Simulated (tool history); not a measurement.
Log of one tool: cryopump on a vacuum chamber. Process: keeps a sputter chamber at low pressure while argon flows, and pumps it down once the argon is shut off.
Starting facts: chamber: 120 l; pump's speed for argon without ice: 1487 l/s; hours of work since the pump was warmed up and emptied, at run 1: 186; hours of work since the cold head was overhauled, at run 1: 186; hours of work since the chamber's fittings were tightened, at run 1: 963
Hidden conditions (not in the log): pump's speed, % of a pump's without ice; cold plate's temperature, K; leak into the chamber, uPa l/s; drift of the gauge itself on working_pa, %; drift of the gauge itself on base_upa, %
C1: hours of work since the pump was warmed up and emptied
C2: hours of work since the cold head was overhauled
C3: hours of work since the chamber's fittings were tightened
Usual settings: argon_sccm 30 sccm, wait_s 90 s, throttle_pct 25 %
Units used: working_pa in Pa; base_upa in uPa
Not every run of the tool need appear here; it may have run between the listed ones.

{"run": 1, "hour": 0.0, "argon_sccm": 30, "wait_s": 90, "throttle_pct": 25, "C1": 186, "C2": 186, "C3": 963, "working_pa": 0.1387, "base_upa": 1.87}
{"run": 2, "hour": 22.6, "argon_sccm": 30, "wait_s": 90, "throttle_pct": 25, "C1": 206, "C2": 206, "C3": 983, "working_pa": 0.1382, "base_upa": 1.95}
{"run": 3, "hour": 43.9, "argon_sccm": 30, "wait_s": 90, "throttle_pct": 25, "C1": 225, "C2": 225, "C3": 1001, "working_pa": 0.1388, "base_upa": 1.91}
{"run": 4, "hour": 56.6, "argon_sccm": 30, "wait_s": 90, "throttle_pct": 25, "C1": 236, "C2": 236, "C3": 1012, "working_pa": 0.1373, "base_upa": 1.96}
{"run": 5, "hour": 75.8, "argon_sccm": 28, "wait_s": 90, "throttle_pct": 25, "C1": 253, "C2": 253, "C3": 1029, "working_pa": 0.13, "base_upa": 1.96}
{"run": 6, "hour": 91.5, "argon_sccm": 28, "wait_s": 90, "throttle_pct": 25, "C1": 267, "C2": 267, "C3": 1043, "working_pa": 0.1305, "base_upa": 1.95}
{"run": 7, "hour": 109.5, "argon_sccm": 28, "wait_s": 90, "throttle_pct": 25, "C1": 283, "C2": 283, "C3": 1059, "working_pa": 0.1304, "base_upa": 2.0}
{"run": 8, "hour": 126.6, "argon_sccm": 28, "wait_s": 90, "throttle_pct": 25, "C1": 298, "C2": 298, "C3": 1074, "working_pa": 0.129, "base_upa": 2.09}
{"run": 9, "hour": 137.8, "argon_sccm": 30, "wait_s": 90, "throttle_pct": 51, "C1": 308, "C2": 308, "C3": 1084, "working_pa": 0.0706, "base_upa": 1.96}
{"run": 10, "hour": 155.6, "argon_sccm": 30, "wait_s": 90, "throttle_pct": 29, "C1": 323, "C2": 323, "C3": 1100, "working_pa": 0.1224, "base_upa": 2.06}
{"run": 11, "hour": 174.6, "argon_sccm": 30, "wait_s": 90, "throttle_pct": 29, "C1": 340, "C2": 340, "C3": 1116, "working_pa": 0.122, "base_upa": 2.05}
{"run": 12, "hour": 196.5, "argon_sccm": 30, "wait_s": 177, "throttle_pct": 20, "C1": 359, "C2": 359, "C3": 1136, "working_pa": 0.1746, "base_upa": 1.58}
{"run": 13, "hour": 219.9, "argon_sccm": 35, "wait_s": 284, "throttle_pct": 20, "C1": 380, "C2": 380, "C3": 1156, "working_pa": 0.2028, "base_upa": 1.51}
{"run": 14, "hour": 237.6, "argon_sccm": 49, "wait_s": 29, "throttle_pct": 44, "C1": 396, "C2": 396, "C3": 1172, "working_pa": 0.1322, "base_upa": 4.05}
{"run": 15, "hour": 260.6, "argon_sccm": 26, "wait_s": 191, "throttle_pct": 32, "C1": 416, "C2": 416, "C3": 1192, "working_pa": 0.0966, "base_upa": 1.63}
{"run": 16, "hour": 274.1, "argon_sccm": 26, "wait_s": 191, "throttle_pct": 32, "C1": 428, "C2": 428, "C3": 1204, "working_pa": 0.0968, "base_upa": 1.69}
{"run": 17, "hour": 296.9, "argon_sccm": 26, "wait_s": 191, "throttle_pct": 32, "C1": 448, "C2": 448, "C3": 1224, "working_pa": 0.0969, "base_upa": 1.69}
{"run": 18, "hour": 311.3, "argon_sccm": 26, "wait_s": 32, "throttle_pct": 16, "C1": 461, "C2": 461, "C3": 1237, "working_pa": 0.189, "base_upa": 3.78}
{"run": 19, "hour": 326.4, "argon_sccm": 26, "wait_s": 32, "throttle_pct": 16, "C1": 474, "C2": 474, "C3": 1250, "working_pa": 0.1885, "base_upa": 3.89}

Below are 4 alternative next runs, each starting from the tool's condition after run 19. Predict each:
{"run": "A", "hour": 347.8, "argon_sccm": 30, "wait_s": 106, "throttle_pct": 35, "C1": 493, "C2": 493, "C3": 1269, "working_pa": "?", "base_upa": "?"}
{"run": "B", "hour": 347.8, "argon_sccm": 13, "wait_s": 119, "throttle_pct": 36, "C1": 493, "C2": 493, "C3": 1269, "working_pa": "?", "base_upa": "?"}
{"run": "C", "hour": 347.8, "argon_sccm": 14, "wait_s": 32, "throttle_pct": 17, "C1": 493, "C2": 493, "C3": 1269, "working_pa": "?", "base_upa": "?"}
{"run": "D", "hour": 347.8, "argon_sccm": 26, "wait_s": 43, "throttle_pct": 16, "C1": 493, "C2": 493, "C3": 1269, "working_pa": "?", "base_upa": "?"}

run=A working_pa=0.1022 base_upa=2.19
run=B working_pa=0.0430 base_upa=1.95
run=C working_pa=0.0955 base_upa=3.76
run=D working_pa=0.1886 base_upa=3.22
What these runs would have given with no unlogged condition in the tool:
run=A working_pa=0.0973 base_upa=1.01
run=B working_pa=0.0408 base_upa=0.85
run=C working_pa=0.0932 base_upa=2.64
run=D working_pa=0.1843 base_upa=2.07
